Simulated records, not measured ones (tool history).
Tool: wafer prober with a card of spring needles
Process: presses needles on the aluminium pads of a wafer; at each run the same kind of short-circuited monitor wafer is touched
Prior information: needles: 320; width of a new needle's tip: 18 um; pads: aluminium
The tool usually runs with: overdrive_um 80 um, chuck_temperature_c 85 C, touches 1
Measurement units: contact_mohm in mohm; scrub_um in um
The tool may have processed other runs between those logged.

{"run": 1, "hour": 0.0, "overdrive_um": 80, "chuck_temperature_c": 85, "touches": 1, "contact_mohm": 245, "scrub_um": 18.03}
{"hour": 2.1, "done": "tips cleaned on abrasive film"}
{"hour": 7.3, "done": "tips cleaned on abrasive film"}
{"hour": 12.5, "done": "tips cleaned on abrasive film"}
{"hour": 17.6, "done": "tips cleaned on abrasive film"}
{"hour": 22.8, "done": "tips cleaned on abrasive film"}
{"hour": 27.9, "done": "tips cleaned on abrasive film"}
{"hour": 33.1, "done": "tips cleaned on abrasive film"}
{"hour": 38.3, "done": "tips cleaned on abrasive film"}
{"hour": 43.4, "done": "tips cleaned on abrasive film"}
{"run": 2, "hour": 45.3, "overdrive_um": 80, "chuck_temperature_c": 85, "touches": 1, "contact_mohm": 261, "scrub_um": 16.97}
{"hour": 48.4, "done": "tips cleaned on abrasive film"}
{"hour": 53.6, "done": "tips cleaned on abrasive film"}
{"hour": 58.7, "done": "tips cleaned on abrasive film"}
{"hour": 63.9, "done": "tips cleaned on abrasive film"}
{"hour": 69.0, "done": "tips cleaned on abrasive film"}
{"hour": 74.2, "done": "tips cleaned on abrasive film"}
{"hour": 77.5, "done": "height of the first contact set anew"}
{"hour": 79.7, "done": "tips cleaned on abrasive film"}
{"run": 3, "hour": 80.3, "overdrive_um": 80, "chuck_temperature_c": 85, "touches": 1, "contact_mohm": 203, "scrub_um": 19.74}
{"hour": 84.4, "done": "tips cleaned on abrasive film"}
{"hour": 89.6, "done": "tips cleaned on abrasive film"}
{"hour": 94.8, "done": "tips cleaned on abrasive film"}
{"hour": 99.9, "done": "tips cleaned on abrasive film"}
{"hour": 104.1, "done": "tips cleaned on abrasive film"}
{"hour": 109.2, "done": "tips cleaned on abrasive film"}
{"hour": 114.4, "done": "tips cleaned on abrasive film"}
{"hour": 119.6, "done": "tips cleaned on abrasive film"}
{"run": 4, "hour": 123.0, "overdrive_um": 80, "chuck_temperature_c": 85, "touches": 1, "contact_mohm": 297, "scrub_um": 19.7}
{"hour": 124.1, "done": "tips cleaned on abrasive film"}
{"hour": 129.2, "done": "tips cleaned on abrasive film"}
{"hour": 134.4, "done": "tips cleaned on abrasive film"}
{"hour": 139.6, "done": "tips cleaned on abrasive film"}
{"hour": 144.7, "done": "tips cleaned on abrasive film"}
{"hour": 149.9, "done": "tips cleaned on abrasive film"}
{"hour": 155.1, "done": "tips cleaned on abrasive film"}
{"run": 5, "hour": 156.5, "overdrive_um": 80, "chuck_temperature_c": 85, "touches": 1, "contact_mohm": 232, "scrub_um": 19.2}
{"hour": 159.7, "done": "tips cleaned on abrasive film"}
{"hour": 164.8, "done": "tips cleaned on abrasive film"}
{"hour": 170.0, "done": "tips cleaned on abrasive film"}
{"hour": 175.1, "done": "tips cleaned on abrasive film"}
{"hour": 179.3, "done": "tips cleaned on abrasive film"}
{"hour": 191.3, "done": "card fitted with new needles"}
{"hour": 196.5, "done": "tips cleaned on abrasive film"}
{"hour": 201.6, "done": "tips cleaned on abrasive film"}
{"run": 6, "hour": 201.9, "overdrive_um": 80, "chuck_temperature_c": 85, "touches": 2, "contact_mohm": 160, "scrub_um": 19.57}
{"hour": 206.0, "done": "tips cleaned on abrasive film"}
{"hour": 211.2, "done": "tips cleaned on abrasive film"}
{"hour": 216.4, "done": "tips cleaned on abrasive film"}
{"hour": 221.5, "done": "tips cleaned on abrasive film"}
{"hour": 226.7, "done": "tips cleaned on abrasive film"}
{"hour": 231.4, "done": "tips cleaned on abrasive film"}
{"run": 7, "hour": 231.4, "overdrive_um": 80, "chuck_temperature_c": 85, "touches": 2, "contact_mohm": 151, "scrub_um": 19.51}
{"hour": 235.5, "done": "tips cleaned on abrasive film"}
{"hour": 240.7, "done": "tips cleaned on abrasive film"}
{"hour": 245.9, "done": "tips cleaned on abrasive film"}
{"hour": 251.0, "done": "tips cleaned on abrasive film"}
{"hour": 256.2, "done": "tips cleaned on abrasive film"}
{"hour": 261.3, "done": "tips cleaned on abrasive film"}
{"run": 8, "hour": 261.3, "overdrive_um": 80, "chuck_temperature_c": 85, "touches": 1, "contact_mohm": 163, "scrub_um": 19.39}
{"hour": 266.5, "done": "tips cleaned on abrasive film"}
{"hour": 271.6, "done": "tips cleaned on abrasive film"}
{"hour": 273.8, "done": "tips cleaned on abrasive film, once more"}
{"hour": 278.9, "done": "tips cleaned on abrasive film"}
{"hour": 284.1, "done": "tips cleaned on abrasive film"}
{"hour": 289.3, "done": "tips cleaned on abrasive film"}
{"hour": 294.4, "done": "tips cleaned on abrasive film"}
{"hour": 299.6, "done": "tips cleaned on abrasive film"}
{"hour": 304.7, "done": "tips cleaned on abrasive film"}
{"hour": 309.1, "done": "tips cleaned on abrasive film"}
{"run": 9, "hour": 309.1, "overdrive_um": 80, "chuck_temperature_c": 85, "touches": 1, "contact_mohm": 163, "scrub_um": 19.15}
{"hour": 314.3, "done": "tips cleaned on abrasive film"}
{"hour": 318.5, "done": "tips cleaned on abrasive film"}
{"hour": 323.6, "done": "tips cleaned on abrasive film"}
{"hour": 328.8, "done": "tips cleaned on abrasive film"}
{"hour": 333.9, "done": "tips cleaned on abrasive film"}
{"hour": 339.1, "done": "tips cleaned on abrasive film"}
{"run": 10, "hour": 341.1, "overdrive_um": 80, "chuck_temperature_c": 85, "touches": 1, "contact_mohm": 213, "scrub_um": 19.15}
{"hour": 344.2, "done": "tips cleaned on abrasive film"}
{"hour": 349.4, "done": "tips cleaned on abrasive film"}
{"hour": 354.6, "done": "tips cleaned on abrasive film"}
{"hour": 359.7, "done": "tips cleaned on abrasive film"}
{"hour": 364.9, "done": "tips cleaned on abrasive film"}
{"run": 11, "hour": 365.7, "overdrive_um": 80, "chuck_temperature_c": 85, "touches": 1, "contact_mohm": 176, "scrub_um": 18.89}
{"hour": 369.8, "done": "tips cleaned on abrasive film"}
{"hour": 375.0, "done": "tips cleaned on abrasive film"}
{"hour": 380.1, "done": "tips cleaned on abrasive film"}
{"hour": 385.3, "done": "tips cleaned on abrasive film"}
{"hour": 390.5, "done": "tips cleaned on abrasive film"}
{"hour": 394.6, "done": "tips cleaned on abrasive film"}
{"hour": 399.8, "done": "tips cleaned on abrasive film"}
{"hour": 404.4, "done": "tips cleaned on abrasive film"}
{"run": 12, "hour": 404.4, "overdrive_um": 80, "chuck_temperature_c": 85, "touches": 1, "contact_mohm": 160, "scrub_um": 18.83}
{"hour": 409.5, "done": "tips cleaned on abrasive film"}
{"hour": 414.7, "done": "tips cleaned on abrasive film"}
{"hour": 418.8, "done": "tips cleaned on abrasive film"}
{"hour": 424.0, "done": "tips cleaned on abrasive film"}
{"hour": 428.8, "done": "tips cleaned on abrasive film"}
{"run": 13, "hour": 428.8, "overdrive_um": 79, "chuck_temperature_c": 85, "touches": 2, "contact_mohm": 159, "scrub_um": 18.35}
{"hour": 434.0, "done": "tips cleaned on abrasive film"}
{"hour": 439.1, "done": "tips cleaned on abrasive film"}
{"hour": 444.3, "done": "tips cleaned on abrasive film"}
{"hour": 449.5, "done": "tips cleaned on abrasive film"}
{"hour": 454.6, "done": "tips cleaned on abrasive film"}
{"hour": 459.8, "done": "tips cleaned on abrasive film"}
{"run": 14, "hour": 460.1, "overdrive_um": 75, "chuck_temperature_c": 68, "touches": 1, "contact_mohm": 175, "scrub_um": 17.05}
{"hour": 464.2, "done": "tips cleaned on abrasive film"}
{"hour": 468.4, "done": "tips cleaned on abrasive film"}
{"hour": 473.5, "done": "tips cleaned on abrasive film"}
{"hour": 478.7, "done": "tips cleaned on abrasive film"}
{"hour": 483.0, "done": "tips cleaned on abrasive film"}
{"run": 15, "hour": 483.0, "overdrive_um": 83, "chuck_temperature_c": 37, "touches": 1, "contact_mohm": 147, "scrub_um": 19.17}
{"hour": 487.2, "done": "tips cleaned on abrasive film"}
{"hour": 492.3, "done": "tips cleaned on abrasive film"}
{"hour": 497.5, "done": "tips cleaned on abrasive film"}
{"hour": 501.6, "done": "tips cleaned on abrasive film"}
{"hour": 506.8, "done": "tips cleaned on abrasive film"}
{"hour": 512.0, "done": "tips cleaned on abrasive film"}
{"run": 16, "hour": 514.5, "overdrive_um": 98, "chuck_temperature_c": 80, "touches": 2, "contact_mohm": 182, "scrub_um": 22.46}
{"hour": 516.6, "done": "tips cleaned on abrasive film"}
{"hour": 521.8, "done": "tips cleaned on abrasive film"}
{"hour": 527.0, "done": "tips cleaned on abrasive film"}
{"hour": 532.1, "done": "tips cleaned on abrasive film"}
{"hour": 537.3, "done": "tips cleaned on abrasive film"}
{"hour": 542.4, "done": "tips cleaned on abrasive film"}
{"hour": 546.6, "done": "tips cleaned on abrasive film"}
{"hour": 551.8, "done": "tips cleaned on abrasive film"}
{"hour": 555.9, "done": "tips cleaned on abrasive film"}
{"run": 17, "hour": 558.0, "overdrive_um": 98, "chuck_temperature_c": 80, "touches": 2, "contact_mohm": 177, "scrub_um": 22.51}
{"hour": 560.2, "done": "tips cleaned on abrasive film"}
{"hour": 565.3, "done": "tips cleaned on abrasive film"}
{"hour": 570.5, "done": "tips cleaned on abrasive film"}
{"hour": 575.6, "done": "tips cleaned on abrasive film"}
{"hour": 579.8, "done": "tips cleaned on abrasive film"}
{"run": 18, "hour": 581.5, "overdrive_um": 80, "chuck_temperature_c": 62, "touches": 2, "contact_mohm": 195, "scrub_um": 17.89}
{"hour": 584.7, "done": "tips cleaned on abrasive film"}
{"hour": 588.8, "done": "tips cleaned on abrasive film"}
{"hour": 594.0, "done": "tips cleaned on abrasive film"}
{"hour": 599.2, "done": "tips cleaned on abrasive film"}
{"hour": 603.3, "done": "tips cleaned on abrasive film"}
{"hour": 608.5, "done": "tips cleaned on abrasive film"}
{"hour": 612.6, "done": "tips cleaned on abrasive film"}
{"run": 19, "hour": 616.6, "overdrive_um": 80, "chuck_temperature_c": 74, "touches": 2, "contact_mohm": 223, "scrub_um": 17.72}
{"hour": 617.7, "done": "tips cleaned on abrasive film"}
{"hour": 622.9, "done": "tips cleaned on abrasive film"}
{"hour": 628.0, "done": "tips cleaned on abrasive film"}
{"hour": 632.2, "done": "tips cleaned on abrasive film"}
{"hour": 637.3, "done": "tips cleaned on abrasive film"}
{"hour": 638.7, "done": "height of the first contact set anew"}
{"hour": 642.1, "done": "tips cleaned on abrasive film"}
{"run": 20, "hour": 642.1, "overdrive_um": 80, "chuck_temperature_c": 74, "touches": 2, "contact_mohm": 159, "scrub_um": 19.61}
{"hour": 647.3, "done": "tips cleaned on abrasive film"}
{"hour": 652.4, "done": "tips cleaned on abrasive film"}
{"hour": 657.6, "done": "tips cleaned on abrasive film"}
{"hour": 662.7, "done": "tips cleaned on abrasive film"}
{"hour": 667.4, "done": "tips cleaned on abrasive film"}
{"run": 21, "hour": 667.4, "overdrive_um": 77, "chuck_temperature_c": 85, "touches": 1, "contact_mohm": 164, "scrub_um": 18.86}

3 options for the next run, each taken on its own from the tool as it stands now. Forecast them:
{"hour": 672.6, "done": "tips cleaned on abrasive film"}
{"hour": 676.7, "done": "tips cleaned on abrasive film"}
{"hour": 681.9, "done": "tips cleaned on abrasive film"}
{"hour": 687.0, "done": "tips cleaned on abrasive film"}
{"hour": 692.2, "done": "tips cleaned on abrasive film"}
{"hour": 697.4, "done": "tips cleaned on abrasive film"}
{"hour": 702.5, "done": "tips cleaned on abrasive film"}
{"hour": 707.7, "done": "tips cleaned on abrasive film"}
{"hour": 712.8, "done": "tips cleaned on abrasive film"}
{"hour": 717.7, "done": "tips cleaned on abrasive film"}
{"run": "A", "hour": 717.7, "overdrive_um": 80, "chuck_temperature_c": 77, "touches": 1, "contact_mohm": "?", "scrub_um": "?"}
{"hour": 672.6, "done": "tips cleaned on abrasive film"}
{"hour": 676.7, "done": "tips cleaned on abrasive film"}
{"hour": 681.9, "done": "tips cleaned on abrasive film"}
{"hour": 687.0, "done": "tips cleaned on abrasive film"}
{"hour": 692.2, "done": "tips cleaned on abrasive film"}
{"hour": 697.4, "done": "tips cleaned on abrasive film"}
{"hour": 702.5, "done": "tips cleaned on abrasive film"}
{"hour": 707.7, "done": "tips cleaned on abrasive film"}
{"hour": 712.8, "done": "tips cleaned on abrasive film"}
{"hour": 717.7, "done": "tips cleaned on abrasive film"}
{"run": "B", "hour": 717.7, "overdrive_um": 80, "chuck_temperature_c": 27, "touches": 1, "contact_mohm": "?", "scrub_um": "?"}
{"hour": 672.6, "done": "tips cleaned on abrasive film"}
{"hour": 676.7, "done": "tips cleaned on abrasive film"}
{"hour": 681.9, "done": "tips cleaned on abrasive film"}
{"hour": 687.0, "done": "tips cleaned on abrasive film"}
{"hour": 692.2, "done": "tips cleaned on abrasive film"}
{"hour": 697.4, "done": "tips cleaned on abrasive film"}
{"hour": 702.5, "done": "tips cleaned on abrasive film"}
{"hour": 707.7, "done": "tips cleaned on abrasive film"}
{"hour": 712.8, "done": "tips cleaned on abrasive film"}
{"hour": 717.7, "done": "tips cleaned on abrasive film"}
{"run": "C", "hour": 717.7, "overdrive_um": 84, "chuck_temperature_c": 69, "touches": 3, "contact_mohm": "?", "scrub_um": "?"}

run=A contact_mohm=162 scrub_um=19.51
run=B contact_mohm=153 scrub_um=19.55
run=C contact_mohm=151 scrub_um=20.25
Without the tool's unlogged condition, the same runs would have read:
run=A contact_mohm=149 scrub_um=19.91
run=B contact_mohm=140 scrub_um=19.95
run=C contact_mohm=144 scrub_um=20.65

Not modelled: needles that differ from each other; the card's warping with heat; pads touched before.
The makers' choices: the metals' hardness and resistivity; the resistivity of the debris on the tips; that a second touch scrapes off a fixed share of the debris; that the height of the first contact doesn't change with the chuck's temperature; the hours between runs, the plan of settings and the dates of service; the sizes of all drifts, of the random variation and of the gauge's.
